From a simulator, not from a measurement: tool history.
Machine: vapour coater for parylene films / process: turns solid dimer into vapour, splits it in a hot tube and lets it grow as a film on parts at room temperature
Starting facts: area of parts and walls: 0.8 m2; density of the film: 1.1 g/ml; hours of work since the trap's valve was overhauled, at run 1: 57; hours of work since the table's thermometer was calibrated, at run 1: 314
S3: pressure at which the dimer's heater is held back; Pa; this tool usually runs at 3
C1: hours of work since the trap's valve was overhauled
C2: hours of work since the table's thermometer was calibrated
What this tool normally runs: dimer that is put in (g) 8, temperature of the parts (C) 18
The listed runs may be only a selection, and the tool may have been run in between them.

run 1 day=0 | dimer_that_is_put_in_(g)=8 temperature_of_the_parts_(C)=18 S3=3 | C1=57 C2=314 | thickness_of_the_film_(µm)=7.59
run 2 day=0.746 | dimer_that_is_put_in_(g)=8 temperature_of_the_parts_(C)=18 S3=3 | C1=65 C2=322 | thickness_of_the_film_(µm)=7.4
run 3 day=1.204 | dimer_that_is_put_in_(g)=8 temperature_of_the_parts_(C)=18 S3=3 | C1=70 C2=327 | thickness_of_the_film_(µm)=7.51
run 4 day=1.771 | dimer_that_is_put_in_(g)=8 temperature_of_the_parts_(C)=18 S3=3 | C1=77 C2=334 | thickness_of_the_film_(µm)=7.47
run 5 day=2.308 | dimer_that_is_put_in_(g)=8 temperature_of_the_parts_(C)=18 S3=3 | C1=83 C2=340 | thickness_of_the_film_(µm)=7.6
run 6 day=2.892 | dimer_that_is_put_in_(g)=8 temperature_of_the_parts_(C)=18 S3=10.45 | C1=90 C2=347 | thickness_of_the_film_(µm)=6.31
run 7 day=3.5 | dimer_that_is_put_in_(g)=8 temperature_of_the_parts_(C)=18 S3=10.45 | C1=96 C2=354 | thickness_of_the_film_(µm)=6.26
run 8 day=3.912 | dimer_that_is_put_in_(g)=8 temperature_of_the_parts_(C)=18 S3=2.15 | C1=101 C2=358 | thickness_of_the_film_(µm)=7.89
run 9 day=4.258 | dimer_that_is_put_in_(g)=8 temperature_of_the_parts_(C)=18 S3=2.15 | C1=105 C2=362 | thickness_of_the_film_(µm)=7.79
run 10 day=4.846 | dimer_that_is_put_in_(g)=8 temperature_of_the_parts_(C)=18 S3=2.15 | C1=112 C2=369 | thickness_of_the_film_(µm)=7.78
run 11 day=5.312 | dimer_that_is_put_in_(g)=5 temperature_of_the_parts_(C)=18 S3=3 | C1=117 C2=374 | thickness_of_the_film_(µm)=4.79
run 12 day=5.929 | dimer_that_is_put_in_(g)=5 temperature_of_the_parts_(C)=18 S3=3 | C1=124 C2=381 | thickness_of_the_film_(µm)=4.68
run 13 day=6.538 | dimer_that_is_put_in_(g)=5 temperature_of_the_parts_(C)=18 S3=3 | C1=131 C2=388 | thickness_of_the_film_(µm)=4.67
run 14 day=6.838 | dimer_that_is_put_in_(g)=8 temperature_of_the_parts_(C)=18 S3=3 | C1=135 C2=392 | thickness_of_the_film_(µm)=7.46
run 15 day=7.483 | dimer_that_is_put_in_(g)=8 temperature_of_the_parts_(C)=18 S3=3 | C1=142 C2=399 | thickness_of_the_film_(µm)=7.36
run 16 day=8.046 | dimer_that_is_put_in_(g)=8 temperature_of_the_parts_(C)=18 S3=3 | C1=148 C2=406 | thickness_of_the_film_(µm)=7.5
run 17 day=8.504 | dimer_that_is_put_in_(g)=4 temperature_of_the_parts_(C)=16 S3=11.27 | C1=154 C2=411 | thickness_of_the_film_(µm)=3.39
run 18 day=8.888 | dimer_that_is_put_in_(g)=4 temperature_of_the_parts_(C)=16 S3=11.27 | C1=158 C2=415 | thickness_of_the_film_(µm)=3.35
run 19 day=9.212 | dimer_that_is_put_in_(g)=6 temperature_of_the_parts_(C)=18 S3=3.11 | C1=162 C2=419 | thickness_of_the_film_(µm)=5.57
run 20 day=9.742 | dimer_that_is_put_in_(g)=6 temperature_of_the_parts_(C)=11 S3=4.81 | C1=168 C2=425 | thickness_of_the_film_(µm)=6.6
run 21 day=10.492 | dimer_that_is_put_in_(g)=8 temperature_of_the_parts_(C)=18 S3=5.3 | C1=176 C2=434 | thickness_of_the_film_(µm)=6.95
run 22 day=10.979 | dimer_that_is_put_in_(g)=8 temperature_of_the_parts_(C)=11 S3=2.59 | C1=182 C2=439 | thickness_of_the_film_(µm)=8.9
run 23 day=11.462 | dimer_that_is_put_in_(g)=10 temperature_of_the_parts_(C)=19 S3=5.04 | C1=187 C2=445 | thickness_of_the_film_(µm)=8.41
run 24 day=12.071 | dimer_that_is_put_in_(g)=6 temperature_of_the_parts_(C)=18 S3=3 | C1=194 C2=452 | thickness_of_the_film_(µm)=5.58
run 25 day=12.392 | dimer_that_is_put_in_(g)=6 temperature_of_the_parts_(C)=18 S3=3 | C1=198 C2=455 | thickness_of_the_film_(µm)=5.59
run 26 day=13.108 | dimer_that_is_put_in_(g)=6 temperature_of_the_parts_(C)=18 S3=3 | C1=206 C2=463 | thickness_of_the_film_(µm)=5.59
run 27 day=13.604 | dimer_that_is_put_in_(g)=6 temperature_of_the_parts_(C)=11 S3=4.03 | C1=212 C2=469 | thickness_of_the_film_(µm)=6.59
run 28 day=14.112 | dimer_that_is_put_in_(g)=10 temperature_of_the_parts_(C)=13 S3=7.62 | C1=218 C2=475 | thickness_of_the_film_(µm)=9.77
run 29 day=14.592 | dimer_that_is_put_in_(g)=10 temperature_of_the_parts_(C)=13 S3=7.62 | C1=223 C2=480 | thickness_of_the_film_(µm)=9.57
run 30 day=15.217 | dimer_that_is_put_in_(g)=10 temperature_of_the_parts_(C)=12 S3=6.16 | C1=230 C2=487 | thickness_of_the_film_(µm)=10.35
run 31 day=15.558 | dimer_that_is_put_in_(g)=10 temperature_of_the_parts_(C)=12 S3=6.16 | C1=234 C2=491 | thickness_of_the_film_(µm)=10.15
-- day=15.958 trap's valve overhauled
run 32 day=16.35 | dimer_that_is_put_in_(g)=8 temperature_of_the_parts_(C)=12 S3=2 | C1=4 C2=498 | thickness_of_the_film_(µm)=8.81

4 options for the next run, each taken on its own from the tool as it stands now. Forecast them:
run A day=16.871 | dimer_that_is_put_in_(g)=6 temperature_of_the_parts_(C)=16 S3=4.97 | C1=10 C2=504 | thickness_of_the_film_(µm)=?
run B day=16.871 | dimer_that_is_put_in_(g)=8 temperature_of_the_parts_(C)=16 S3=3 | C1=10 C2=504 | thickness_of_the_film_(µm)=?
run C day=16.871 | dimer_that_is_put_in_(g)=8 temperature_of_the_parts_(C)=26 S3=8.6 | C1=10 C2=504 | thickness_of_the_film_(µm)=?
run D day=16.871 | dimer_that_is_put_in_(g)=8 temperature_of_the_parts_(C)=22 S3=2 | C1=10 C2=504 | thickness_of_the_film_(µm)=?

run=A thickness_of_the_film_(µm)=5.65
run=B thickness_of_the_film_(µm)=7.96
run=C thickness_of_the_film_(µm)=4.98
run=D thickness_of_the_film_(µm)=6.93
Without the tool's unlogged condition, the same runs would have read:
run=A thickness_of_the_film_(µm)=5.65
run=B thickness_of_the_film_(µm)=7.96
run=C thickness_of_the_film_(µm)=4.98
run=D thickness_of_the_film_(µm)=6.93
